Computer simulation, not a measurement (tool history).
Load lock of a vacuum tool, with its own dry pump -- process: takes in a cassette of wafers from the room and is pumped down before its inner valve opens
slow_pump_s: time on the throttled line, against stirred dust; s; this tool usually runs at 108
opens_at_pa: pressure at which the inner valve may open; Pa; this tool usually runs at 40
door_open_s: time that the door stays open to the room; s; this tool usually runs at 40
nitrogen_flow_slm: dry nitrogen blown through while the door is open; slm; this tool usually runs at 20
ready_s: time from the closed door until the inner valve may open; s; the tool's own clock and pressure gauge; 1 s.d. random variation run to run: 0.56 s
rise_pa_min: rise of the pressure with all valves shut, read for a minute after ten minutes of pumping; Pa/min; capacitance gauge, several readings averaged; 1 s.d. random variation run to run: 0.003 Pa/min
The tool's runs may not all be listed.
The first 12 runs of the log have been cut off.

| run | hour | slow_pump_s | opens_at_pa | door_open_s | nitrogen_flow_slm | hours that the pump has run since its overhaul | times that the door has closed on its seal | incoming humidity of the room's air, % | ready_s | rise_pa_min |
|---|---|---|---|---|---|---|---|---|---|---|
| 13 | 1480.1 | 108 | 40 | 40 | 20 | 8487 | 33129 | 46.2 | 141.9 | 0.269 |
| 14 | 1665.4 | 108 | 40 | 40 | 20 | 8673 | 33659 | 47.1 | 141.2 | 0.271 |
| 15 | 1822.7 | 108 | 40 | 40 | 20 | 8830 | 34110 | 45.2 | 141.2 | 0.278 |
| 16 | 1962.4 | 108 | 40 | 40 | 20 | 8970 | 34510 | 43.0 | 142.4 | 0.270 |
| 17 | 2040.8 | 201 | 40 | 40 | 20 | 9048 | 34734 | 48.8 | 225.0 | 0.281 |
| 18 | 2226.4 | 56 | 40 | 40 | 20 | 9234 | 35265 | 45.0 | 95.9 | 0.282 |
| 19 | 2330.6 | 56 | 40 | 40 | 23 | 9338 | 35563 | 45.5 | 95.4 | 0.284 |
| 20 | 2501.6 | 68 | 72 | 53 | 15 | 9509 | 36053 | 45.4 | 102.9 | 0.299 |
| 21 | 2644.6 | 68 | 72 | 53 | 15 | 9652 | 36462 | 47.6 | 102.9 | 0.304 |
| 22 | 2762.9 | 68 | 30 | 53 | 5 | 9770 | 36801 | 45.9 | 108.4 | 0.320 |
| 23 | 2954.0 | 68 | 30 | 53 | 5 | 9961 | 37348 | 45.4 | 108.1 | 0.325 |
| 24 | 3120.2 | 215 | 78 | 48 | 31 | 10128 | 37823 | 45.2 | 233.2 | 0.313 |
| 25 | 3220.8 | 215 | 30 | 130 | 31 | 10228 | 38112 | 41.3 | 239.6 | 0.335 |
| 26 | 3400.2 | 69 | 40 | 40 | 14 | 10408 | 38625 | 44.1 | 107.4 | 0.331 |
| 27 | 3562.4 | 108 | 50 | 82 | 20 | 10570 | 39089 | 44.4 | 139.7 | 0.344 |
| 28 | 3748.1 | 70 | 46 | 98 | 10 | 10755 | 39621 | 46.3 | 107.5 | 0.370 |
| 29 | 3940.5 | 57 | 40 | 37 | 20 | 10948 | 40171 | 44.8 | 96.6 | 0.335 |
| 30 | 4109.6 | 57 | 40 | 37 | 20 | 11117 | 40655 | 41.2 | 97.4 | 0.345 |
| 31 | 4280.8 | 108 | 71 | 40 | 20 | 11288 | 41145 | 39.9 | 139.7 | 0.350 |
| 32 | 4382.0 | 108 | 71 | 40 | 20 | 11389 | 41435 | 46.5 | 139.0 | 0.362 |
| 33 | 4475.1 | 211 | 70 | 40 | 20 | 11482 | 41701 | 44.4 | 232.3 | 0.364 |
| 34 | 4629.7 | 93 | 64 | 40 | 30 | 11637 | 42144 | 40.4 | 126.2 | 0.364 |
| 35 | 4821.2 | 134 | 40 | 100 | 20 | 11829 | 42692 | 43.6 | 166.1 | 0.398 |
| 36 | 4979.1 | 134 | 40 | 100 | 20 | 11986 | 43144 | 43.9 | 164.9 | 0.397 |

What if the next run were any one of these 3? Each begins from the tool's condition after run 36:
| A | 5074.0 | 71 | 40 | 176 | 20 | 12081 | 43416 | 46.9 | ? | ? |
| B | 5074.0 | 74 | 40 | 40 | 20 | 12081 | 43416 | 43.6 | ? | ? |
| C | 5074.0 | 134 | 40 | 100 | 9 | 12081 | 43416 | 45.5 | ? | ? |

| run | ready_s | rise_pa_min |
|---|---|---|
| A | 109.5 | 0.436 |
| B | 112.9 | 0.394 |
| C | 166.0 | 0.430 |
Had the tool no hidden state, the same runs would have come out as:
| run | ready_s | rise_pa_min |
|---|---|---|
| A | 105.4 | 0.078 |
| B | 108.7 | 0.032 |
| C | 162.6 | 0.074 |
